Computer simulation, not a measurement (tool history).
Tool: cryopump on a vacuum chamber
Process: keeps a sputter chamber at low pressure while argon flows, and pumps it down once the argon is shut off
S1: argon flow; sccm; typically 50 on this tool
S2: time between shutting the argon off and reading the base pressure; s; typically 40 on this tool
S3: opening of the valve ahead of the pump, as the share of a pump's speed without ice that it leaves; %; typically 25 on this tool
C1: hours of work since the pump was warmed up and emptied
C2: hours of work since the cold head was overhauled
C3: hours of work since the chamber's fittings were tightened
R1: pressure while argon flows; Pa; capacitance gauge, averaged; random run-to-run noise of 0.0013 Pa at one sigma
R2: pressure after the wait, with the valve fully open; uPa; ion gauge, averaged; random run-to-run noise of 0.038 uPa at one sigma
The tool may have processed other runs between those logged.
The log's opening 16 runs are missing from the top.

run    hour  S1   S2  S3    C1    C2    C3      R1    R2
 17   945.4  84   26  25  1089  2220  3051  0.5573  5.71
      989.5  -- pump warmed up, emptied and cooled again
 18  1029.2  84   26  25    26  2271  3102  0.5088  4.89
 19  1071.8  84   26  25    53  2299  3129  0.5116  5.12
 20  1130.7  84   26  25    91  2337  3167  0.5137  5.23
 21  1181.1  84   26  25   123  2369  3199  0.5147  5.05
 22  1220.6  69   23  24   149  2394  3225  0.4403  5.41
 23  1300.8  41  264  53   201  2446  3277  0.1206  2.72
 24  1360.3  25   49  42   239  2484  3315  0.0926  3.80
 25  1438.8  25   49  29   289  2535  3365  0.1332  4.00
 26  1478.2  25   49  29   315  2560  3391  0.1344  4.02
 27  1545.5  25   49  29   358  2604  3434  0.1338  4.17
 28  1613.3  50   93  25   402  2647  3478  0.3140  3.39
 29  1658.5  33   44  25   431  2677  3507  0.2062  4.32
 30  1746.6  33   44  25   488  2733  3564  0.2060  4.55
 31  1784.2  38  213  18   512  2757  3588  0.3275  3.30

Alternative continuations, all from the tool just after run 31; predict every row:
  A  1838.3  38  289  34  547  2792  3623   ?   ?
  B  1838.3  50  103  20  547  2792  3623   ?   ?
  C  1838.3  38   60  30  547  2792  3623   ?   ?
  D  1838.3  47  213  28  547  2792  3623   ?   ?
  E  1838.3  38   41  18  547  2792  3623   ?   ?

run      R1    R2
  A  0.1783  3.09
  B  0.3917  3.53
  C  0.2018  4.10
  D  0.2663  3.15
  E  0.3292  4.69
Without the tool's hidden state the same runs would have given:
run      R1    R2
  A  0.1671  0.53
  B  0.3768  1.00
  C  0.1905  1.53
  D  0.2523  0.61
  E  0.3179  2.10
